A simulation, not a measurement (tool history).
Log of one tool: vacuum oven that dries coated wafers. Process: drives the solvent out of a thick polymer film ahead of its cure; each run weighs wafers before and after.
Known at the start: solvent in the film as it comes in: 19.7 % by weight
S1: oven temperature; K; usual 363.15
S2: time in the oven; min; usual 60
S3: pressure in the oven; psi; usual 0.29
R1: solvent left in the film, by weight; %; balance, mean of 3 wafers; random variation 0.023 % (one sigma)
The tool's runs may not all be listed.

{"run": 1, "day": 0.0, "S1": 363.15, "S2": 60, "S3": 0.29, "R1": 2.09}
{"run": 2, "day": 3.233, "S1": 363.15, "S2": 60, "S3": 0.29, "R1": 2.05}
{"run": 3, "day": 5.592, "S1": 363.15, "S2": 60, "S3": 0.29, "R1": 2.08}
{"run": 4, "day": 8.583, "S1": 363.15, "S2": 79, "S3": 0.29, "R1": 1.35}
{"day": 9.908, "done": "oven's thermocouples calibrated"}
{"run": 5, "day": 10.762, "S1": 363.15, "S2": 79, "S3": 0.29, "R1": 1.1}
{"run": 6, "day": 13.842, "S1": 363.15, "S2": 79, "S3": 0.29, "R1": 1.13}
{"run": 7, "day": 16.375, "S1": 363.15, "S2": 60, "S3": 0.29, "R1": 1.69}
{"run": 8, "day": 19.4, "S1": 363.15, "S2": 60, "S3": 0.29, "R1": 1.7}
{"run": 9, "day": 23.304, "S1": 363.15, "S2": 60, "S3": 0.29, "R1": 1.7}
{"run": 10, "day": 26.329, "S1": 363.15, "S2": 60, "S3": 0.29, "R1": 1.76}
{"run": 11, "day": 29.579, "S1": 363.15, "S2": 60, "S3": 0.29, "R1": 1.74}
{"run": 12, "day": 32.408, "S1": 363.15, "S2": 65, "S3": 0.29, "R1": 1.53}
{"run": 13, "day": 36.808, "S1": 352.15, "S2": 60, "S3": 0.29, "R1": 4.01}
{"run": 14, "day": 40.196, "S1": 352.15, "S2": 60, "S3": 0.29, "R1": 4.04}
{"run": 15, "day": 44.412, "S1": 363.15, "S2": 60, "S3": 0.29, "R1": 1.83}
{"run": 16, "day": 48.446, "S1": 363.15, "S2": 60, "S3": 0.29, "R1": 1.84}
{"run": 17, "day": 52.179, "S1": 363.15, "S2": 60, "S3": 0.29, "R1": 1.92}
{"run": 18, "day": 54.988, "S1": 376.15, "S2": 60, "S3": 0.29, "R1": 0.66}
{"run": 19, "day": 58.417, "S1": 363.15, "S2": 60, "S3": 0.29, "R1": 1.94}
{"run": 20, "day": 62.275, "S1": 363.15, "S2": 60, "S3": 0.29, "R1": 1.88}
{"run": 21, "day": 64.846, "S1": 363.15, "S2": 60, "S3": 0.29, "R1": 1.91}
{"run": 22, "day": 67.875, "S1": 363.15, "S2": 36, "S3": 1.104, "R1": 5.67}
{"run": 23, "day": 69.758, "S1": 363.15, "S2": 37, "S3": 1.104, "R1": 5.57}
{"run": 24, "day": 71.525, "S1": 363.15, "S2": 37, "S3": 1.104, "R1": 5.65}
{"run": 25, "day": 74.404, "S1": 363.15, "S2": 46, "S3": 1.104, "R1": 4.71}
{"day": 77.188, "done": "oven's thermocouples calibrated"}
{"run": 26, "day": 77.2, "S1": 363.15, "S2": 46, "S3": 1.104, "R1": 4.32}
{"run": 27, "day": 80.858, "S1": 363.15, "S2": 46, "S3": 1.104, "R1": 4.33}
{"run": 28, "day": 84.008, "S1": 363.15, "S2": 46, "S3": 0.703, "R1": 3.57}
{"run": 29, "day": 87.354, "S1": 352.15, "S2": 34, "S3": 0.615, "R1": 7.74}
{"run": 30, "day": 90.483, "S1": 363.15, "S2": 39, "S3": 0.21, "R1": 3.28}
{"run": 31, "day": 94.567, "S1": 358.15, "S2": 47, "S3": 0.336, "R1": 3.91}
{"run": 32, "day": 97.288, "S1": 358.15, "S2": 47, "S3": 0.336, "R1": 3.86}
{"run": 33, "day": 100.221, "S1": 358.15, "S2": 37, "S3": 0.336, "R1": 5.13}
{"run": 34, "day": 102.438, "S1": 350.15, "S2": 82, "S3": 0.336, "R1": 3.48}
{"day": 103.788, "done": "vacuum gauge cleaned of residue and calibrated"}
{"run": 35, "day": 104.517, "S1": 350.15, "S2": 82, "S3": 0.336, "R1": 3.32}
{"run": 36, "day": 108.675, "S1": 359.15, "S2": 36, "S3": 0.175, "R1": 4.67}
{"run": 37, "day": 110.638, "S1": 363.15, "S2": 54, "S3": 0.226, "R1": 2.02}
{"run": 38, "day": 113.8, "S1": 366.15, "S2": 58, "S3": 0.483, "R1": 1.89}
{"run": 39, "day": 116.329, "S1": 363.15, "S2": 64, "S3": 0.29, "R1": 1.7}
{"run": 40, "day": 120.433, "S1": 371.15, "S2": 80, "S3": 0.257, "R1": 0.55}
{"run": 41, "day": 122.45, "S1": 371.15, "S2": 76, "S3": 0.257, "R1": 0.65}

3 ways to go on from here, each from the tool as it stands after run 41. What would each give?
{"run": "A", "day": 126.7, "S1": 366.15, "S2": 100, "S3": 0.29, "R1": "?"}
{"run": "B", "day": 126.7, "S1": 371.15, "S2": 57, "S3": 0.257, "R1": "?"}
{"run": "C", "day": 126.7, "S1": 371.15, "S2": 90, "S3": 1.085, "R1": "?"}

run=A R1=0.8
run=B R1=1
run=C R1=1.99
Without the tool's hidden state the same runs would have given:
run=A R1=0.71
run=B R1=0.85
run=C R1=1.85

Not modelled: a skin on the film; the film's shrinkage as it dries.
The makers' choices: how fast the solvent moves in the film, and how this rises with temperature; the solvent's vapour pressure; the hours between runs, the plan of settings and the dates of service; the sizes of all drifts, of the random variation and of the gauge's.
